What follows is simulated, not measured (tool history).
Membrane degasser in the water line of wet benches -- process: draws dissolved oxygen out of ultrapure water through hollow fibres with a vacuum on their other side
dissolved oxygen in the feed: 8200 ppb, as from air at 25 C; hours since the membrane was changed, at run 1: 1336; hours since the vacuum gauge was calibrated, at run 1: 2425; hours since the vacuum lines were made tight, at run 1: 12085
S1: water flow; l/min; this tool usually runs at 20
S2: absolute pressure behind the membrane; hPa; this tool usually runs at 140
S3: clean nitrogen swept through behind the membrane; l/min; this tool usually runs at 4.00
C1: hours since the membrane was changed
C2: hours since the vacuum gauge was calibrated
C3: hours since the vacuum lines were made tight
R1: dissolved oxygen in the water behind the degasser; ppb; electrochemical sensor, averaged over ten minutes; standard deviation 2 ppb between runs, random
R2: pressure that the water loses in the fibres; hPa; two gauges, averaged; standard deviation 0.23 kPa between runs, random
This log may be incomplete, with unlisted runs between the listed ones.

run 1 day=0.000 | S1=20 S2=140 S3=4.00 | C1=1336 C2=2425 C3=12085 | R1=192.4 R2=569.4
run 2 day=2.000 | S1=20 S2=140 S3=4.00 | C1=1384 C2=2473 C3=12133 | R1=192.3 R2=567.3
run 3 day=4.746 | S1=20 S2=140 S3=4.00 | C1=1450 C2=2538 C3=12199 | R1=197.2 R2=567.9
-- day=5.892 seals of the vacuum lines changed
run 4 day=7.012 | S1=20 S2=140 S3=4.00 | C1=1502 C2=2591 C3=27 | R1=194.8 R2=569.9
run 5 day=9.104 | S1=20 S2=140 S3=4.00 | C1=1552 C2=2641 C3=77 | R1=195.1 R2=569.5
run 6 day=12.142 | S1=20 S2=109 S3=4.00 | C1=1625 C2=2714 C3=150 | R1=158.5 R2=566.9
run 7 day=15.154 | S1=20 S2=109 S3=4.00 | C1=1698 C2=2786 C3=222 | R1=157.7 R2=571.0
run 8 day=16.858 | S1=20 S2=319 S3=4.00 | C1=1739 C2=2827 C3=263 | R1=399.8 R2=568.7
run 9 day=20.400 | S1=20 S2=319 S3=4.00 | C1=1824 C2=2912 C3=348 | R1=396.4 R2=565.1
run 10 day=24.100 | S1=20 S2=319 S3=4.00 | C1=1912 C2=3001 C3=437 | R1=390.6 R2=562.9
run 11 day=26.346 | S1=20 S2=140 S3=4.00 | C1=1966 C2=3055 C3=491 | R1=198.3 R2=569.8
run 12 day=29.221 | S1=20 S2=140 S3=4.00 | C1=2035 C2=3124 C3=560 | R1=195.6 R2=562.3
run 13 day=32.288 | S1=20 S2=140 S3=4.00 | C1=2109 C2=3197 C3=634 | R1=193.6 R2=564.3
run 14 day=35.483 | S1=20 S2=140 S3=4.00 | C1=2186 C2=3274 C3=710 | R1=193.8 R2=558.6
run 15 day=39.200 | S1=20 S2=140 S3=4.00 | C1=2275 C2=3363 C3=799 | R1=191.6 R2=561.9
run 16 day=42.750 | S1=20 S2=140 S3=2.07 | C1=2360 C2=3449 C3=885 | R1=300.7 R2=561.2
run 17 day=46.146 | S1=20 S2=140 S3=2.07 | C1=2441 C2=3530 C3=966 | R1=306.3 R2=561.2
run 18 day=48.154 | S1=16 S2=157 S3=9.08 | C1=2490 C2=3578 C3=1014 | R1=85.1 R2=448.6
run 19 day=50.575 | S1=25 S2=189 S3=4.00 | C1=2548 C2=3636 C3=1072 | R1=349.9 R2=699.0
run 20 day=53.171 | S1=15 S2=212 S3=7.09 | C1=2610 C2=3699 C3=1135 | R1=120.1 R2=422.3
run 21 day=54.754 | S1=15 S2=212 S3=7.09 | C1=2648 C2=3737 C3=1173 | R1=119.0 R2=416.8
run 22 day=56.317 | S1=15 S2=212 S3=7.09 | C1=2686 C2=3774 C3=1210 | R1=119.1 R2=419.4
run 23 day=58.275 | S1=15 S2=91 S3=2.51 | C1=2733 C2=3821 C3=1257 | R1=108.8 R2=418.4
run 24 day=61.025 | S1=21 S2=140 S3=3.81 | C1=2799 C2=3887 C3=1323 | R1=216.2 R2=585.4
run 25 day=62.788 | S1=21 S2=140 S3=3.81 | C1=2841 C2=3929 C3=1366 | R1=218.3 R2=586.4
run 26 day=64.446 | S1=29 S2=264 S3=10.31 | C1=2881 C2=3969 C3=1405 | R1=338.2 R2=804.9
run 27 day=65.946 | S1=27 S2=275 S3=1.84 | C1=2917 C2=4005 C3=1441 | R1=881.9 R2=754.6
run 28 day=69.417 | S1=27 S2=275 S3=1.84 | C1=3000 C2=4089 C3=1525 | R1=872.3 R2=755.5
run 29 day=72.288 | S1=26 S2=172 S3=1.84 | C1=3069 C2=4157 C3=1594 | R1=555.3 R2=722.5
run 30 day=75.562 | S1=26 S2=172 S3=1.84 | C1=3147 C2=4236 C3=1672 | R1=552.2 R2=722.0
run 31 day=77.408 | S1=21 S2=327 S3=1.97 | C1=3192 C2=4280 C3=1716 | R1=752.1 R2=579.3
-- day=78.204 gauge calibrated
-- day=78.529 vacuum gauge calibrated
run 32 day=78.954 | S1=13 S2=327 S3=1.97 | C1=3228 C2=10 C3=1753 | R1=452.4 R2=369.8
run 33 day=82.096 | S1=13 S2=130 S3=1.97 | C1=3304 C2=86 C3=1828 | R1=166.9 R2=369.5

Across each entry between runs, compare the hidden state at the last listed run before it with the hidden state at the first listed run after it:
Runs 3 to 4: seals of the vacuum lines changed (day 5.892)
  air that leaks in behind the membrane, l/min: 0.0022 -> 0.002; drift of the gauge itself on loss_of_pressure_kpa, %: -0.14 -> -0.2
  difference, measured minus the result without the unlogged condition, R2: -0.8 -> -1.1 hPa
Runs 31 to 32: gauge calibrated (day 78.204); vacuum gauge calibrated (day 78.529)
  drift of the gauge itself on loss_of_pressure_kpa, %: -2.28 -> -0.02
  difference, measured minus the result without the unlogged condition, R2: -13.4 -> +0.0 hPa
